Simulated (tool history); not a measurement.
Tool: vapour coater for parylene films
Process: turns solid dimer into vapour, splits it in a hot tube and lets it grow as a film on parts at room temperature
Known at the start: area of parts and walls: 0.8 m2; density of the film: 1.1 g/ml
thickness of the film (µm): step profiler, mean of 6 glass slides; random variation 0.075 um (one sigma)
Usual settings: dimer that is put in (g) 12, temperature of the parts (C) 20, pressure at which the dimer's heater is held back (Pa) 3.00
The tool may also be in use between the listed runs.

run,day,dimer that is put in (g),temperature of the parts (C),pressure at which the dimer's heater is held back (Pa),thickness of the film (µm)
1,0.000,12,20,3.00,9.23
2,1.092,5,20,3.00,3.84
3,2.662,5,20,3.00,3.67
4,3.704,12,30,3.00,6.38
5,4.546,12,30,3.00,6.28
6,5.471,12,30,11.63,4.74
7,6.388,12,30,11.63,4.70
8,7.358,12,20,3.00,8.75
9,8.671,12,20,3.00,8.77
10,10.304,8,20,3.00,5.78
11,11.383,8,20,3.00,5.73
12,12.446,8,20,3.00,5.63
13,13.588,8,14,3.00,7.02
14,14.792,8,14,3.00,6.97
15,16.108,8,14,10.56,5.31
16,17.171,8,15,10.56,5.06
17,17.983,8,15,10.56,5.04
18,19.108,8,15,10.56,4.94
# day 20.204: trap's valve overhauled
19,20.617,8,15,10.56,5.53
20,22.058,11,20,3.00,8.27
21,23.212,11,20,3.00,8.29
22,24.438,11,20,3.00,8.24
23,25.796,12,20,5.08,8.01
24,27.038,12,20,5.08,7.75
25,28.017,12,20,5.08,7.89
26,28.942,12,14,7.49,8.91
27,30.150,11,14,2.77,10.08
28,31.679,12,19,6.88,7.47
29,33.188,9,17,3.55,6.91
30,34.133,15,27,3.55,8.12
31,34.921,12,13,6.31,9.31
32,36.617,9,16,3.32,7.06
33,38.025,5,16,2.75,4.04
34,39.688,12,28,2.62,6.45
# day 40.325: trap's valve overhauled
35,40.908,12,28,2.62,7.23
36,41.792,12,28,2.62,7.29
37,42.838,12,28,2.62,7.19
38,44.038,12,24,4.29,7.42
39,45.192,12,29,3.00,6.68
40,46.212,8,26,3.00,4.88
41,47.621,8,26,3.00,4.92
42,48.958,16,13,6.25,13.16
43,50.125,12,22,3.00,8.21
44,51.162,11,20,11.79,6.11
45,52.550,6,20,3.00,4.38
46,54.042,6,20,3.00,4.29
47,55.058,6,20,3.00,4.32

3 ways to go on from here, each from the tool as it stands after run 47. What would each give?
A,55.996,6,23,3.00,?
B,55.996,15,18,3.00,?
C,55.996,6,18,8.53,?

run,thickness of the film (µm)
A,3.90
B,11.30
C,3.69
Without the tool's hidden state the same runs would have given:
run,thickness of the film (µm)
A,4.11
B,11.93
C,3.90
